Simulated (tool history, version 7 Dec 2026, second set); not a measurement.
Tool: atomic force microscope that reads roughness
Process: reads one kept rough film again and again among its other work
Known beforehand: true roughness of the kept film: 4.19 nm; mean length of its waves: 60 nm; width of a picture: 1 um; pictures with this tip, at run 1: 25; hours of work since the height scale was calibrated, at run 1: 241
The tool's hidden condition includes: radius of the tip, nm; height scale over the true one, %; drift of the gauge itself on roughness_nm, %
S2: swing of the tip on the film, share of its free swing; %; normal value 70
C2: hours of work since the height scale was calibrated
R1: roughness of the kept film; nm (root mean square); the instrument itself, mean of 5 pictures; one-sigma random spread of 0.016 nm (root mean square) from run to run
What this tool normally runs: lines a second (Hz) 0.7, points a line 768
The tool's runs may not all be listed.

{"run": 1, "day": 0.0, "lines a second (Hz)": 0.7, "S2": 70, "points a line": 768, "pictures with this tip": 25, "C2": 241, "R1": 3.945}
{"run": 2, "day": 0.633, "lines a second (Hz)": 0.7, "S2": 70, "points a line": 768, "pictures with this tip": 36, "C2": 247, "R1": 3.936}
{"run": 3, "day": 1.358, "lines a second (Hz)": 0.7, "S2": 70, "points a line": 768, "pictures with this tip": 49, "C2": 254, "R1": 3.93}
{"run": 4, "day": 1.846, "lines a second (Hz)": 0.7, "S2": 70, "points a line": 768, "pictures with this tip": 57, "C2": 259, "R1": 3.934}
{"run": 5, "day": 2.446, "lines a second (Hz)": 0.7, "S2": 62, "points a line": 768, "pictures with this tip": 68, "C2": 265, "R1": 3.97}
{"run": 6, "day": 2.862, "lines a second (Hz)": 1.79, "S2": 70, "points a line": 768, "pictures with this tip": 75, "C2": 270, "R1": 3.721}
{"run": 7, "day": 3.346, "lines a second (Hz)": 1.372, "S2": 70, "points a line": 768, "pictures with this tip": 83, "C2": 275, "R1": 3.778}
{"run": 8, "day": 3.804, "lines a second (Hz)": 1.372, "S2": 70, "points a line": 768, "pictures with this tip": 92, "C2": 279, "R1": 3.796}
{"run": 9, "day": 4.433, "lines a second (Hz)": 1.372, "S2": 70, "points a line": 768, "pictures with this tip": 102, "C2": 286, "R1": 3.774}
{"run": 10, "day": 4.979, "lines a second (Hz)": 0.7, "S2": 70, "points a line": 297, "pictures with this tip": 112, "C2": 291, "R1": 3.887}
{"run": 11, "day": 5.512, "lines a second (Hz)": 0.7, "S2": 67, "points a line": 297, "pictures with this tip": 121, "C2": 297, "R1": 3.896}
{"run": 12, "day": 5.892, "lines a second (Hz)": 0.7, "S2": 67, "points a line": 297, "pictures with this tip": 128, "C2": 301, "R1": 3.863}
{"run": 13, "day": 6.525, "lines a second (Hz)": 0.7, "S2": 67, "points a line": 297, "pictures with this tip": 139, "C2": 307, "R1": 3.899}
{"run": 14, "day": 7.117, "lines a second (Hz)": 0.7, "S2": 67, "points a line": 297, "pictures with this tip": 150, "C2": 313, "R1": 3.888}
{"run": 15, "day": 7.733, "lines a second (Hz)": 0.7, "S2": 67, "points a line": 297, "pictures with this tip": 160, "C2": 319, "R1": 3.851}
{"run": 16, "day": 8.333, "lines a second (Hz)": 0.565, "S2": 67, "points a line": 297, "pictures with this tip": 171, "C2": 325, "R1": 3.885}
{"run": 17, "day": 9.038, "lines a second (Hz)": 0.565, "S2": 67, "points a line": 736, "pictures with this tip": 183, "C2": 333, "R1": 3.874}
{"run": 18, "day": 9.558, "lines a second (Hz)": 0.565, "S2": 67, "points a line": 736, "pictures with this tip": 192, "C2": 338, "R1": 3.878}
{"run": 19, "day": 10.204, "lines a second (Hz)": 0.7, "S2": 70, "points a line": 768, "pictures with this tip": 204, "C2": 344, "R1": 3.802}
{"run": 20, "day": 10.9, "lines a second (Hz)": 0.533, "S2": 70, "points a line": 768, "pictures with this tip": 216, "C2": 351, "R1": 3.848}
{"run": 21, "day": 11.583, "lines a second (Hz)": 0.7, "S2": 70, "points a line": 768, "pictures with this tip": 228, "C2": 358, "R1": 3.782}
{"run": 22, "day": 11.933, "lines a second (Hz)": 0.7, "S2": 70, "points a line": 768, "pictures with this tip": 234, "C2": 362, "R1": 3.808}
{"run": 23, "day": 12.65, "lines a second (Hz)": 0.7, "S2": 70, "points a line": 768, "pictures with this tip": 246, "C2": 369, "R1": 3.794}
{"run": 24, "day": 12.996, "lines a second (Hz)": 0.7, "S2": 70, "points a line": 768, "pictures with this tip": 253, "C2": 373, "R1": 3.821}
{"run": 25, "day": 13.421, "lines a second (Hz)": 0.7, "S2": 77, "points a line": 768, "pictures with this tip": 260, "C2": 377, "R1": 3.709}
{"run": 26, "day": 13.883, "lines a second (Hz)": 0.7, "S2": 77, "points a line": 768, "pictures with this tip": 268, "C2": 382, "R1": 3.729}
{"run": 27, "day": 14.488, "lines a second (Hz)": 2.823, "S2": 84, "points a line": 297, "pictures with this tip": 279, "C2": 388, "R1": 2.99}
{"run": 28, "day": 15.067, "lines a second (Hz)": 2.823, "S2": 84, "points a line": 297, "pictures with this tip": 289, "C2": 394, "R1": 2.993}
{"run": 29, "day": 15.383, "lines a second (Hz)": 2.823, "S2": 84, "points a line": 297, "pictures with this tip": 294, "C2": 397, "R1": 2.958}
{"run": 30, "day": 16.071, "lines a second (Hz)": 0.7, "S2": 56, "points a line": 460, "pictures with this tip": 306, "C2": 404, "R1": 3.841}
{"run": 31, "day": 16.546, "lines a second (Hz)": 0.7, "S2": 70, "points a line": 367, "pictures with this tip": 315, "C2": 409, "R1": 3.757}
{"run": 32, "day": 17.092, "lines a second (Hz)": 0.554, "S2": 63, "points a line": 680, "pictures with this tip": 324, "C2": 414, "R1": 3.819}
{"run": 33, "day": 17.554, "lines a second (Hz)": 1.922, "S2": 59, "points a line": 331, "pictures with this tip": 332, "C2": 419, "R1": 3.687}
{"run": 34, "day": 18.083, "lines a second (Hz)": 1.922, "S2": 59, "points a line": 331, "pictures with this tip": 342, "C2": 425, "R1": 3.69}
{"run": 35, "day": 18.538, "lines a second (Hz)": 0.7, "S2": 78, "points a line": 768, "pictures with this tip": 350, "C2": 429, "R1": 3.657}
{"day": 19.175, "done": "new tip fitted"}
{"run": 36, "day": 19.288, "lines a second (Hz)": 3.788, "S2": 86, "points a line": 994, "pictures with this tip": 2, "C2": 437, "R1": 2.854}
{"run": 37, "day": 19.692, "lines a second (Hz)": 3.788, "S2": 86, "points a line": 994, "pictures with this tip": 9, "C2": 441, "R1": 2.845}
{"run": 38, "day": 20.017, "lines a second (Hz)": 3.788, "S2": 86, "points a line": 994, "pictures with this tip": 15, "C2": 444, "R1": 2.829}
{"run": 39, "day": 20.625, "lines a second (Hz)": 0.53, "S2": 62, "points a line": 994, "pictures with this tip": 26, "C2": 450, "R1": 4.042}
{"run": 40, "day": 21.008, "lines a second (Hz)": 1.239, "S2": 67, "points a line": 964, "pictures with this tip": 32, "C2": 454, "R1": 3.865}
{"run": 41, "day": 21.383, "lines a second (Hz)": 2.438, "S2": 68, "points a line": 964, "pictures with this tip": 39, "C2": 458, "R1": 3.667}
{"run": 42, "day": 22.021, "lines a second (Hz)": 2.438, "S2": 68, "points a line": 964, "pictures with this tip": 50, "C2": 464, "R1": 3.667}
{"run": 43, "day": 22.538, "lines a second (Hz)": 2.438, "S2": 68, "points a line": 964, "pictures with this tip": 59, "C2": 470, "R1": 3.657}
{"run": 44, "day": 23.15, "lines a second (Hz)": 2.438, "S2": 69, "points a line": 543, "pictures with this tip": 70, "C2": 476, "R1": 3.62}
{"run": 45, "day": 23.712, "lines a second (Hz)": 0.846, "S2": 90, "points a line": 399, "pictures with this tip": 80, "C2": 482, "R1": 3.631}
{"run": 46, "day": 24.238, "lines a second (Hz)": 2.991, "S2": 85, "points a line": 399, "pictures with this tip": 89, "C2": 487, "R1": 3.018}
{"run": 47, "day": 24.671, "lines a second (Hz)": 1.189, "S2": 77, "points a line": 648, "pictures with this tip": 97, "C2": 491, "R1": 3.708}
{"run": 48, "day": 25.371, "lines a second (Hz)": 0.561, "S2": 67, "points a line": 372, "pictures with this tip": 109, "C2": 498, "R1": 3.929}
{"run": 49, "day": 26.021, "lines a second (Hz)": 1.219, "S2": 70, "points a line": 768, "pictures with this tip": 120, "C2": 505, "R1": 3.793}
{"run": 50, "day": 26.542, "lines a second (Hz)": 2.595, "S2": 66, "points a line": 441, "pictures with this tip": 129, "C2": 510, "R1": 3.632}
{"run": 51, "day": 27.242, "lines a second (Hz)": 0.814, "S2": 60, "points a line": 309, "pictures with this tip": 142, "C2": 518, "R1": 3.894}
{"run": 52, "day": 27.579, "lines a second (Hz)": 1.103, "S2": 72, "points a line": 384, "pictures with this tip": 148, "C2": 521, "R1": 3.754}

How the hidden state differs across the entries between the runs, from the last listed run before each to the first after it:
In the gap between runs 35 and 36: new tip fitted (day 19.175)
  radius of the tip, nm: 19.9 -> 5.4; height scale over the true one, %: 0.72 -> 0.73
  measured less the result without the state, R1: -0.217 -> +0.016 nm (root mean square)

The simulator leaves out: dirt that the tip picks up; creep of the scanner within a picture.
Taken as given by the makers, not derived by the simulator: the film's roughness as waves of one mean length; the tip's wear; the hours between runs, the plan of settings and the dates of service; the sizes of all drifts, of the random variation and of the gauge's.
